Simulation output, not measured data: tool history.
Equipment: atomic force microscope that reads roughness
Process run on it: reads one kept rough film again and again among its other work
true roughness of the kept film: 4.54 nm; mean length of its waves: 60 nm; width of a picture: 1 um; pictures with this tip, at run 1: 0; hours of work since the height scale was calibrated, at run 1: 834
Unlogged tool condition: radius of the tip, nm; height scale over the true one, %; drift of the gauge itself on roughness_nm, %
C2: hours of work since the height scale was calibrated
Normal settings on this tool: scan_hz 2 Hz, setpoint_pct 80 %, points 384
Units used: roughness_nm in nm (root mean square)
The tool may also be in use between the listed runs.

{"run": 1, "day": 0.0, "scan_hz": 2, "setpoint_pct": 80, "points": 384, "pictures with this tip": 0, "C2": 834, "roughness_nm": 4.098}
{"run": 2, "day": 3.175, "scan_hz": 2, "setpoint_pct": 80, "points": 384, "pictures with this tip": 92, "C2": 868, "roughness_nm": 4.086}
{"day": 3.504, "done": "new tip fitted"}
{"run": 3, "day": 4.754, "scan_hz": 2, "setpoint_pct": 80, "points": 384, "pictures with this tip": 36, "C2": 885, "roughness_nm": 4.073}
{"day": 6.742, "done": "new tip fitted"}
{"run": 4, "day": 6.742, "scan_hz": 2, "setpoint_pct": 69, "points": 384, "pictures with this tip": 0, "C2": 907, "roughness_nm": 4.218}
{"run": 5, "day": 9.2, "scan_hz": 0.79, "setpoint_pct": 69, "points": 384, "pictures with this tip": 70, "C2": 933, "roughness_nm": 4.264}
{"day": 10.138, "done": "new tip fitted"}
{"run": 6, "day": 11.038, "scan_hz": 2, "setpoint_pct": 80, "points": 384, "pictures with this tip": 25, "C2": 953, "roughness_nm": 4.093}
{"day": 13.433, "done": "new tip fitted"}
{"run": 7, "day": 14.008, "scan_hz": 2, "setpoint_pct": 80, "points": 384, "pictures with this tip": 16, "C2": 985, "roughness_nm": 4.099}
{"day": 16.746, "done": "new tip fitted"}
{"run": 8, "day": 16.817, "scan_hz": 2, "setpoint_pct": 80, "points": 384, "pictures with this tip": 2, "C2": 1016, "roughness_nm": 4.079}
{"run": 9, "day": 18.667, "scan_hz": 2, "setpoint_pct": 80, "points": 384, "pictures with this tip": 55, "C2": 1036, "roughness_nm": 4.111}
{"day": 20.004, "done": "new tip fitted"}
{"run": 10, "day": 21.229, "scan_hz": 2, "setpoint_pct": 80, "points": 384, "pictures with this tip": 35, "C2": 1063, "roughness_nm": 4.093}
{"day": 23.321, "done": "new tip fitted"}
{"run": 11, "day": 24.675, "scan_hz": 2, "setpoint_pct": 80, "points": 384, "pictures with this tip": 39, "C2": 1101, "roughness_nm": 4.096}
{"day": 26.846, "done": "new tip fitted"}
{"run": 12, "day": 28.275, "scan_hz": 2, "setpoint_pct": 80, "points": 384, "pictures with this tip": 41, "C2": 1140, "roughness_nm": 4.091}
{"day": 30.108, "done": "new tip fitted"}
{"run": 13, "day": 31.712, "scan_hz": 2, "setpoint_pct": 80, "points": 603, "pictures with this tip": 46, "C2": 1177, "roughness_nm": 4.067}
{"run": 14, "day": 33.279, "scan_hz": 2, "setpoint_pct": 80, "points": 384, "pictures with this tip": 91, "C2": 1194, "roughness_nm": 4.063}
{"day": 33.467, "done": "new tip fitted"}
{"run": 15, "day": 35.188, "scan_hz": 2, "setpoint_pct": 80, "points": 384, "pictures with this tip": 50, "C2": 1214, "roughness_nm": 4.09}
{"day": 36.792, "done": "new tip fitted"}
{"run": 16, "day": 38.208, "scan_hz": 2, "setpoint_pct": 74, "points": 384, "pictures with this tip": 41, "C2": 1247, "roughness_nm": 4.128}
{"day": 40.208, "done": "new tip fitted"}
{"run": 17, "day": 40.592, "scan_hz": 2, "setpoint_pct": 74, "points": 384, "pictures with this tip": 11, "C2": 1273, "roughness_nm": 4.133}
{"run": 18, "day": 42.475, "scan_hz": 2, "setpoint_pct": 74, "points": 384, "pictures with this tip": 65, "C2": 1293, "roughness_nm": 4.149}
{"day": 43.729, "done": "new tip fitted"}
{"run": 19, "day": 45.671, "scan_hz": 2, "setpoint_pct": 74, "points": 384, "pictures with this tip": 56, "C2": 1328, "roughness_nm": 4.136}
{"day": 47.096, "done": "new tip fitted"}
{"run": 20, "day": 47.242, "scan_hz": 2, "setpoint_pct": 74, "points": 384, "pictures with this tip": 4, "C2": 1345, "roughness_nm": 4.172}
{"run": 21, "day": 49.375, "scan_hz": 2, "setpoint_pct": 74, "points": 672, "pictures with this tip": 66, "C2": 1368, "roughness_nm": 4.142}
{"day": 50.5, "done": "new tip fitted"}
{"run": 22, "day": 51.346, "scan_hz": 2, "setpoint_pct": 74, "points": 672, "pictures with this tip": 25, "C2": 1389, "roughness_nm": 4.12}
{"run": 23, "day": 53.588, "scan_hz": 2, "setpoint_pct": 74, "points": 672, "pictures with this tip": 89, "C2": 1414, "roughness_nm": 4.159}
{"day": 53.892, "done": "new tip fitted"}
{"day": 57.142, "done": "new tip fitted"}
{"run": 24, "day": 57.142, "scan_hz": 2, "setpoint_pct": 74, "points": 672, "pictures with this tip": 0, "C2": 1452, "roughness_nm": 4.147}
{"run": 25, "day": 59.462, "scan_hz": 2, "setpoint_pct": 74, "points": 672, "pictures with this tip": 66, "C2": 1477, "roughness_nm": 4.166}
{"day": 60.396, "done": "new tip fitted"}
{"run": 26, "day": 62.912, "scan_hz": 2, "setpoint_pct": 58, "points": 413, "pictures with this tip": 72, "C2": 1514, "roughness_nm": 4.236}
{"day": 63.721, "done": "new tip fitted"}
{"run": 27, "day": 65.408, "scan_hz": 2, "setpoint_pct": 58, "points": 413, "pictures with this tip": 49, "C2": 1541, "roughness_nm": 4.213}
{"day": 66.954, "done": "new tip fitted"}
{"run": 28, "day": 68.938, "scan_hz": 2.78, "setpoint_pct": 68, "points": 631, "pictures with this tip": 57, "C2": 1580, "roughness_nm": 4.137}
{"day": 70.354, "done": "new tip fitted"}
{"run": 29, "day": 72.5, "scan_hz": 2.83, "setpoint_pct": 86, "points": 613, "pictures with this tip": 61, "C2": 1618, "roughness_nm": 3.905}
{"day": 73.783, "done": "new tip fitted"}
{"run": 30, "day": 74.025, "scan_hz": 3.37, "setpoint_pct": 89, "points": 301, "pictures with this tip": 7, "C2": 1635, "roughness_nm": 3.807}
{"run": 31, "day": 76.012, "scan_hz": 3.37, "setpoint_pct": 57, "points": 446, "pictures with this tip": 64, "C2": 1656, "roughness_nm": 4.219}
{"day": 77.112, "done": "new tip fitted"}
{"run": 32, "day": 77.867, "scan_hz": 2.11, "setpoint_pct": 69, "points": 474, "pictures with this tip": 21, "C2": 1676, "roughness_nm": 4.201}
{"day": 80.562, "done": "new tip fitted"}
{"run": 33, "day": 80.908, "scan_hz": 2.11, "setpoint_pct": 69, "points": 474, "pictures with this tip": 10, "C2": 1709, "roughness_nm": 4.186}
{"day": 83.996, "done": "new tip fitted"}
{"run": 34, "day": 84.204, "scan_hz": 2.11, "setpoint_pct": 69, "points": 474, "pictures with this tip": 6, "C2": 1745, "roughness_nm": 4.207}
{"run": 35, "day": 85.904, "scan_hz": 0.74, "setpoint_pct": 68, "points": 377, "pictures with this tip": 55, "C2": 1763, "roughness_nm": 4.27}
{"day": 87.283, "done": "new tip fitted"}
{"run": 36, "day": 87.821, "scan_hz": 0.74, "setpoint_pct": 68, "points": 377, "pictures with this tip": 15, "C2": 1784, "roughness_nm": 4.281}
{"run": 37, "day": 89.638, "scan_hz": 3.6, "setpoint_pct": 64, "points": 290, "pictures with this tip": 67, "C2": 1804, "roughness_nm": 4.131}
{"day": 90.538, "done": "new tip fitted"}
{"run": 38, "day": 92.383, "scan_hz": 3.6, "setpoint_pct": 64, "points": 290, "pictures with this tip": 53, "C2": 1833, "roughness_nm": 4.158}
{"day": 93.812, "done": "new tip fitted"}
{"run": 39, "day": 93.925, "scan_hz": 3.6, "setpoint_pct": 64, "points": 290, "pictures with this tip": 3, "C2": 1850, "roughness_nm": 4.155}
{"day": 94.288, "done": "height scale calibrated on a step standard"}
{"run": 40, "day": 96.65, "scan_hz": 0.74, "setpoint_pct": 71, "points": 294, "pictures with this tip": 80, "C2": 26, "roughness_nm": 4.236}
{"day": 97.229, "done": "new tip fitted"}
{"run": 41, "day": 99.029, "scan_hz": 3.16, "setpoint_pct": 57, "points": 788, "pictures with this tip": 52, "C2": 51, "roughness_nm": 4.22}
{"day": 100.467, "done": "new tip fitted"}
{"run": 42, "day": 100.762, "scan_hz": 2, "setpoint_pct": 88, "points": 384, "pictures with this tip": 8, "C2": 70, "roughness_nm": 3.999}
{"run": 43, "day": 102.262, "scan_hz": 2, "setpoint_pct": 88, "points": 384, "pictures with this tip": 51, "C2": 86, "roughness_nm": 4.022}
{"day": 103.783, "done": "new tip fitted"}
{"run": 44, "day": 105.542, "scan_hz": 2, "setpoint_pct": 88, "points": 384, "pictures with this tip": 51, "C2": 122, "roughness_nm": 4.005}
{"day": 107.325, "done": "new tip fitted"}
{"run": 45, "day": 109.142, "scan_hz": 2, "setpoint_pct": 88, "points": 384, "pictures with this tip": 53, "C2": 161, "roughness_nm": 3.995}
{"day": 110.583, "done": "new tip fitted"}
{"run": 46, "day": 111.996, "scan_hz": 1.23, "setpoint_pct": 81, "points": 384, "pictures with this tip": 41, "C2": 192, "roughness_nm": 4.142}
{"day": 113.867, "done": "new tip fitted"}
{"run": 47, "day": 113.879, "scan_hz": 1.23, "setpoint_pct": 68, "points": 384, "pictures with this tip": 0, "C2": 212, "roughness_nm": 4.258}
{"run": 48, "day": 116.371, "scan_hz": 2, "setpoint_pct": 66, "points": 558, "pictures with this tip": 72, "C2": 239, "roughness_nm": 4.198}
{"day": 117.304, "done": "new tip fitted"}
{"run": 49, "day": 118.242, "scan_hz": 0.77, "setpoint_pct": 66, "points": 558, "pictures with this tip": 27, "C2": 259, "roughness_nm": 4.292}

Hidden state at the last listed run before each entry between runs and at the first one after, where it differs:
Between runs 2 and 3: new tip fitted (day 3.504)
  radius of the tip, nm: 10.4 -> 10.2
Between runs 3 and 4: new tip fitted (day 6.742)
  radius of the tip, nm: 10.2 -> 10
Between runs 5 and 6: new tip fitted (day 10.138)
  radius of the tip, nm: 10.4 -> 10.1
Between runs 6 and 7: new tip fitted (day 13.433)
  height scale over the true one, %: -0.01 -> -0.02
Between runs 7 and 8: new tip fitted (day 16.746)
  radius of the tip, nm: 10.1 -> 10
Between runs 9 and 10: new tip fitted (day 20.004)
  radius of the tip, nm: 10.3 -> 10.2
Between runs 10 and 11: new tip fitted (day 23.321)
  both runs share identical hidden conditions
Between runs 11 and 12: new tip fitted (day 26.846)
  both runs share identical hidden conditions
Between runs 12 and 13: new tip fitted (day 30.108)
  both runs share identical hidden conditions
Between runs 14 and 15: new tip fitted (day 33.467)
  radius of the tip, nm: 10.5 -> 10.3
Between runs 15 and 16: new tip fitted (day 36.792)
  radius of the tip, nm: 10.3 -> 10.2
Between runs 16 and 17: new tip fitted (day 40.208)
  radius of the tip, nm: 10.2 -> 10.1
Between runs 18 and 19: new tip fitted (day 43.729)
  radius of the tip, nm: 10.4 -> 10.3
Between runs 19 and 20: new tip fitted (day 47.096)
  radius of the tip, nm: 10.3 -> 10
Between runs 21 and 22: new tip fitted (day 50.5)
  radius of the tip, nm: 10.4 -> 10.1
Between runs 23 and 24: new tip fitted (day 53.892); new tip fitted (day 57.142)
  radius of the tip, nm: 10.5 -> 10
Between runs 25 and 26: new tip fitted (day 60.396)
  radius of the tip, nm: 10.3 -> 10.4
Between runs 26 and 27: new tip fitted (day 63.721)
  radius of the tip, nm: 10.4 -> 10.2
Between runs 27 and 28: new tip fitted (day 66.954)
  radius of the tip, nm: 10.2 -> 10.3; height scale over the true one, %: -0.02 -> -0.03
Between runs 28 and 29: new tip fitted (day 70.354)
  both runs share identical hidden conditions
Between runs 29 and 30: new tip fitted (day 73.783)
  radius of the tip, nm: 10.3 -> 10
Between runs 31 and 32: new tip fitted (day 77.112)
  radius of the tip, nm: 10.4 -> 10.1
Between runs 32 and 33: new tip fitted (day 80.562)
  radius of the tip, nm: 10.1 -> 10
Between runs 33 and 34: new tip fitted (day 83.996)
  both runs share identical hidden conditions
Between runs 35 and 36: new tip fitted (day 87.283)
  radius of the tip, nm: 10.3 -> 10.1
Between runs 37 and 38: new tip fitted (day 90.538)
  both runs share identical hidden conditions
Between runs 38 and 39: new tip fitted (day 93.812)
  radius of the tip, nm: 10.3 -> 10
Between runs 39 and 40: height scale calibrated on a step standard (day 94.288)
  radius of the tip, nm: 10 -> 10.4; height scale over the true one, %: -0.03 -> 0
Between runs 40 and 41: new tip fitted (day 97.229)
  radius of the tip, nm: 10.4 -> 10.3
Between runs 41 and 42: new tip fitted (day 100.467)
  radius of the tip, nm: 10.3 -> 10
Between runs 43 and 44: new tip fitted (day 103.783)
  both runs share identical hidden conditions
Between runs 44 and 45: new tip fitted (day 107.325)
  both runs share identical hidden conditions
Between runs 45 and 46: new tip fitted (day 110.583)
  radius of the tip, nm: 10.3 -> 10.2
Between runs 46 and 47: new tip fitted (day 113.867)
  radius of the tip, nm: 10.2 -> 10
Between runs 48 and 49: new tip fitted (day 117.304)
  radius of the tip, nm: 10.4 -> 10.1; height scale over the true one, %: 0 -> -0.01

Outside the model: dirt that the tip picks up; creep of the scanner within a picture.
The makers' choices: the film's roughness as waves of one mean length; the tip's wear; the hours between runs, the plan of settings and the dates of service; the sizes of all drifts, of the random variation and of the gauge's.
